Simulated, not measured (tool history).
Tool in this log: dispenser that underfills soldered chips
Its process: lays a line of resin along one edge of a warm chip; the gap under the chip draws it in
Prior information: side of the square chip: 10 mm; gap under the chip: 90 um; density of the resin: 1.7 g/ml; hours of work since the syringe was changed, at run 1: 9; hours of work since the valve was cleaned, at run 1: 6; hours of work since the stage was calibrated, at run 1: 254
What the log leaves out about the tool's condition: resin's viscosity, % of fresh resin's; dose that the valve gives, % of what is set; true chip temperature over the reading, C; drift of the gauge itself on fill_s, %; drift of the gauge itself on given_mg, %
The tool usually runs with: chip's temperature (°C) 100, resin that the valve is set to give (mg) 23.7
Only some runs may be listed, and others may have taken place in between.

run   hour  chip's temperature (°C)  resin that the valve is set to give (mg)  hours of work since the syringe was changed  hours of work since the valve was cleaned  hours of work since the stage was calibrated  time until the resin shows at the far edge (s)  resin that the valve gave (mg)
  1    0.0                      100                                      23.7                                            9                                          6                                           254                                           123.6                           23.55
       4.8  -- new syringe of resin
  2    8.1                      100                                      23.7                                            2                                         12                                           260                                            72.9                           23.21
      21.9  -- new syringe of resin
  3   25.0                       85                                      23.7                                            2                                         25                                           272                                           119.4                           23.03
      38.2  -- new syringe of resin
  4   40.8                       85                                      23.7                                            2                                         36                                           284                                           115.3                           22.76
      54.2  -- new syringe of resin
  5   58.2                       85                                      23.7                                            3                                         49                                           297                                           127.4                           22.55
      60.3  -- dispensing valve cleaned and set on the balance
  6   66.8                      100                                      23.7                                            9                                          5                                           303                                           122.2                           23.72
      72.3  -- new syringe of resin
      77.6  -- stage's temperature calibrated
  7   81.8                      100                                      23.7                                            7                                         15                                             3                                            95.5                           23.33
      89.6  -- new syringe of resin
  8   94.1                      113                                      21.8                                            3                                         25                                            12                                            52.6                           21.45
     106.6  -- new syringe of resin
  9  106.6                      111                                      21.8                                            0                                         34                                            22                                            41.9                           21.22
 10  115.2                      111                                      21.8                                            7                                         40                                            28                                            69.9                           21.07
     123.0  -- new syringe of resin
     128.9  -- dispensing valve cleaned and set on the balance
 11  133.7                       87                                      21.3                                            7                                          4                                            41                                           166.0                           21.23
     139.9  -- new syringe of resin
 12  146.9                       87                                      21.3                                            5                                         13                                            51                                           139.0                           20.92

Results per run with the tool's hidden condition removed, run-to-run variation unchanged:
run  time until the resin shows at the far edge (s)  resin that the valve gave (mg)
  1                                            58.2                           23.73
  2                                            57.8                           23.52
  3                                            94.0                           23.65
  4                                            93.8                           23.63
  5                                            94.7                           23.72
  6                                            57.8                           23.76
  7                                            57.5                           23.60
  8                                            40.0                           21.91
  9                                            42.2                           21.89
 10                                            41.6                           21.88
 11                                            91.0                           21.33
 12                                            91.3                           21.21
